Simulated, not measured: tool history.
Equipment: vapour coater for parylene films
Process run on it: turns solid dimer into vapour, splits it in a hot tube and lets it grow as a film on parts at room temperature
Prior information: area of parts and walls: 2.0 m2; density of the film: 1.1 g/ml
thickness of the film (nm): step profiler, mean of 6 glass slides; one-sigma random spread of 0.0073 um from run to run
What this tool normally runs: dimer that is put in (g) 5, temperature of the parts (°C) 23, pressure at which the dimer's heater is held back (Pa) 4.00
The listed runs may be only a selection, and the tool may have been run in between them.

run   hour  dimer that is put in (g)  temperature of the parts (°C)  pressure at which the dimer's heater is held back (Pa)  thickness of the film (nm)
  1    0.0                         5                             23                                                    4.00                        1705
  2   34.9                         5                             23                                                    4.00                        1718
  3   65.4                         5                             23                                                    4.00                        1695
  4  103.3                         5                             23                                                    4.00                        1695
  5  135.6                         5                             23                                                    4.00                        1708
  6  157.0                         5                             23                                                    4.00                        1693
  7  187.5                         5                             23                                                    4.00                        1705
  8  224.5                         5                             23                                                   10.21                        1575
  9  258.6                         5                             23                                                    4.00                        1696
 10  297.7                         4                             23                                                    4.00                        1365
     335.0  -- trap's valve overhauled
 11  336.4                         5                             23                                                    4.00                        1707
 12  367.5                         5                             23                                                    4.00                        1705
 13  397.6                         5                             23                                                    4.00                        1710
 14  440.6                         5                             27                                                    4.00                        1411
 15  467.4                         5                             23                                                    4.00                        1699
 16  508.2                         5                             23                                                    4.00                        1712
 17  543.6                         5                             23                                                    4.00                        1709
 18  593.0                         5                             23                                                    4.31                        1687
 19  622.7                         7                             33                                                    8.07                        1416
 20  667.6                         7                             33                                                    8.07                        1412

For run 21, what comes out?
 21  688.6                         9                             17                                                    7.15                           ?

thickness of the film (nm): 3880
If the tool had no hidden condition, the same run with the same run-to-run variation would have returned thickness of the film (nm) 3884.

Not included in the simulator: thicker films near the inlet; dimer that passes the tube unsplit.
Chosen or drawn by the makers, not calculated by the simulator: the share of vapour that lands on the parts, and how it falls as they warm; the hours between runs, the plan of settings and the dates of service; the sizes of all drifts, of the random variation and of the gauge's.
